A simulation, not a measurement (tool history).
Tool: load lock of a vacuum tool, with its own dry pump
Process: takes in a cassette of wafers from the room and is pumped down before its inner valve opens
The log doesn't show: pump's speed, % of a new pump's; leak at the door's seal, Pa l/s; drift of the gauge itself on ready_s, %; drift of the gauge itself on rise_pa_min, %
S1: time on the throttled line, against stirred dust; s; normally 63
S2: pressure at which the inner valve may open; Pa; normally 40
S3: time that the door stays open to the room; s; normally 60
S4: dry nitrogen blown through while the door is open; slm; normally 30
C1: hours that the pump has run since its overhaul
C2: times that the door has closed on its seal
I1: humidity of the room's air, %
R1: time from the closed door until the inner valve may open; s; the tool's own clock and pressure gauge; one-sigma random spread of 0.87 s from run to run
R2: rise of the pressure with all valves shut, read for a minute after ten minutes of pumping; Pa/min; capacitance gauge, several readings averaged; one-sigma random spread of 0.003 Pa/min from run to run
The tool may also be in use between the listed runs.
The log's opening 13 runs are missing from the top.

| run | hour | S1 | S2 | S3 | S4 | C1 | C2 | I1 | R1 | R2 |
|---|---|---|---|---|---|---|---|---|---|---|
| 14 | 1079.1 | 63 | 40 | 156 | 30 | 7136 | 8400 | 44.9 | 146.6 | 0.069 |
| 15 | 1173.4 | 63 | 40 | 156 | 30 | 7230 | 8782 | 47.5 | 145.1 | 0.071 |
| 16 | 1273.5 | 63 | 40 | 156 | 30 | 7330 | 9188 | 48.8 | 147.0 | 0.081 |
| 17 | 1357.0 | 117 | 40 | 60 | 30 | 7414 | 9526 | 41.5 | 184.7 | 0.066 |
| 18 | 1427.4 | 117 | 40 | 60 | 30 | 7484 | 9812 | 44.2 | 185.0 | 0.069 |
| 19 | 1530.6 | 117 | 40 | 60 | 30 | 7587 | 10230 | 44.5 | 187.6 | 0.069 |
| 20 | 1587.2 | 117 | 29 | 74 | 30 | 7644 | 10459 | 44.8 | 192.2 | 0.075 |
| 21 | 1680.1 | 63 | 40 | 140 | 17 | 7737 | 10836 | 44.9 | 146.9 | 0.100 |
| 22 | 1775.5 | 63 | 40 | 48 | 6 | 7832 | 11222 | 46.7 | 149.2 | 0.101 |
| 23 | 1878.3 | 54 | 66 | 60 | 16 | 7935 | 11639 | 44.5 | 135.5 | 0.084 |
| 24 | 1978.9 | 54 | 66 | 60 | 16 | 8036 | 12047 | 48.2 | 133.8 | 0.095 |
| 25 | 2071.6 | 82 | 47 | 167 | 42 | 8128 | 12423 | 44.6 | 158.9 | 0.091 |
| 26 | 2164.1 | 63 | 40 | 60 | 36 | 8221 | 12797 | 44.8 | 148.0 | 0.088 |
| 27 | 2256.7 | 63 | 40 | 60 | 36 | 8313 | 13173 | 44.0 | 148.2 | 0.096 |
| 28 | 2358.9 | 60 | 32 | 60 | 38 | 8416 | 13587 | 46.9 | 148.7 | 0.095 |
| 29 | 2445.0 | 93 | 32 | 60 | 38 | 8502 | 13936 | 44.9 | 172.3 | 0.095 |
| 30 | 2541.1 | 38 | 33 | 46 | 30 | 8598 | 14325 | 48.0 | 131.4 | 0.102 |
| 31 | 2623.4 | 75 | 68 | 56 | 9 | 8680 | 14659 | 46.0 | 150.7 | 0.121 |

Estimate the outcome of run 32 from the log above:
| 32 | 2700.0 | 104 | 54 | 60 | 8 | 8757 | 14969 | 44.6 | ? | ? |

R1: 174.7 s
R2: 0.123 Pa/min
With the hidden condition absent and the run-to-run variation left alone, this run would have shown R1 164.4 s, R2 0.036 Pa/min.
